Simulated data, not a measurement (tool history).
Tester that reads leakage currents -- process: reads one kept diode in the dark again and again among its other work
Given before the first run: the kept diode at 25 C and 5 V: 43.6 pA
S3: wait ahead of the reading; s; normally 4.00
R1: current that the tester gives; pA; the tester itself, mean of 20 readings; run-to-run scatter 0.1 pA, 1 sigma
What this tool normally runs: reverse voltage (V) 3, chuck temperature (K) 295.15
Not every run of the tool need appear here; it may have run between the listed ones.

{"run": 1, "hour": 0.0, "reverse voltage (V)": 3, "chuck temperature (K)": 295.15, "S3": 4.0, "R1": 33.38}
{"run": 2, "hour": 152.9, "reverse voltage (V)": 3, "chuck temperature (K)": 295.15, "S3": 3.24, "R1": 33.35}
{"run": 3, "hour": 396.4, "reverse voltage (V)": 3, "chuck temperature (K)": 307.15, "S3": 4.0, "R1": 77.56}
{"run": 4, "hour": 614.6, "reverse voltage (V)": 3, "chuck temperature (K)": 312.15, "S3": 4.0, "R1": 110.06}
{"run": 5, "hour": 778.0, "reverse voltage (V)": 3, "chuck temperature (K)": 295.15, "S3": 4.0, "R1": 32.74}
{"run": 6, "hour": 917.2, "reverse voltage (V)": 3, "chuck temperature (K)": 295.15, "S3": 4.0, "R1": 32.66}
{"run": 7, "hour": 1027.8, "reverse voltage (V)": 3, "chuck temperature (K)": 295.15, "S3": 4.0, "R1": 32.79}
{"run": 8, "hour": 1218.0, "reverse voltage (V)": 3, "chuck temperature (K)": 295.15, "S3": 4.0, "R1": 32.75}
{"run": 9, "hour": 1425.8, "reverse voltage (V)": 3, "chuck temperature (K)": 295.15, "S3": 4.0, "R1": 32.64}
{"run": 10, "hour": 1589.8, "reverse voltage (V)": 3, "chuck temperature (K)": 295.15, "S3": 5.06, "R1": 32.21}
{"run": 11, "hour": 1723.4, "reverse voltage (V)": 3, "chuck temperature (K)": 295.15, "S3": 5.06, "R1": 32.63}
{"hour": 1848.7, "done": "chuck's temperature calibrated"}
{"hour": 1878.8, "done": "tester calibrated"}
{"run": 12, "hour": 1936.5, "reverse voltage (V)": 3, "chuck temperature (K)": 295.15, "S3": 5.06, "R1": 35.35}
{"run": 13, "hour": 2179.9, "reverse voltage (V)": 3, "chuck temperature (K)": 295.15, "S3": 5.06, "R1": 35.03}
{"hour": 2253.6, "done": "probe card cleaned and baked"}
{"run": 14, "hour": 2381.4, "reverse voltage (V)": 3, "chuck temperature (K)": 295.15, "S3": 5.06, "R1": 28.13}

For run 15, what comes out?
{"run": 15, "hour": 2609.2, "reverse voltage (V)": 3, "chuck temperature (K)": 295.15, "S3": 5.06, "R1": "?"}

{"run 15": {"R1": 28.03}}
Were there no unlogged condition in the tool, this run, its random variation unchanged, would have produced R1 28.84 pA.
